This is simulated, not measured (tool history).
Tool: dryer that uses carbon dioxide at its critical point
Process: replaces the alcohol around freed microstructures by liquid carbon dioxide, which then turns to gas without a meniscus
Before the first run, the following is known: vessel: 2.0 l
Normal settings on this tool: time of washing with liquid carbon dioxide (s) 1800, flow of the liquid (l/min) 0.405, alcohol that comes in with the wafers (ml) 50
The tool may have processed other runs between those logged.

run	hour	time of washing with liquid carbon dioxide (s)	flow of the liquid (l/min)	alcohol that comes in with the wafers (ml)	alcohol left in the vessel before it's heated (ppm by volume)
1	0	1800	0.405	50	568
2	13.6	1800	0.405	50	565
3	32.4	1800	0.405	50	571
4	40.6	1800	0.405	50	590
5	59.4	1800	0.405	50	612
6	69.1	1800	0.405	50	611
7	82.7	1800	0.405	50	600
8	91.8	1800	0.405	50	616
9	105.9	1800	0.405	50	623
10	113.9	1800	0.405	50	618
# hour 118.2: inlet filter changed
11	124.5	1800	0.405	50	322
12	137.7	1800	0.405	50	309
13	156.8	1800	0.405	50	336
14	166.8	1800	0.405	50	322
15	179.6	1800	0.405	50	330
16	194	1800	0.265	50	1430
17	209.8	1380	0.405	50	863
18	228.4	1680	0.678	50	75
19	243.8	2040	0.629	33	53
20	260.4	2400	0.255	52	746
21	274.6	2400	0.527	52	69
22	286.6	1560	0.678	92	125
23	303.5	1560	0.678	47	99
24	317.3	2760	0.323	30	132
25	329.9	2760	0.627	69	60
26	341.5	2280	0.674	46	59
27	352.4	1800	0.674	44	70
28	363	1800	0.405	67	506

3 options for the next run, each taken on its own from the tool as it stands now. Forecast them:
A	371.1	1800	0.405	75	?
B	371.1	2760	0.397	117	?
C	371.1	1680	0.405	65	?

run	alcohol left in the vessel before it's heated (ppm by volume)
A	533
B	138
C	628
The same runs, with their run-to-run variation unchanged, on a tool lacking any hidden condition would have given:
run	alcohol left in the vessel before it's heated (ppm by volume)
A	403
B	66
C	485
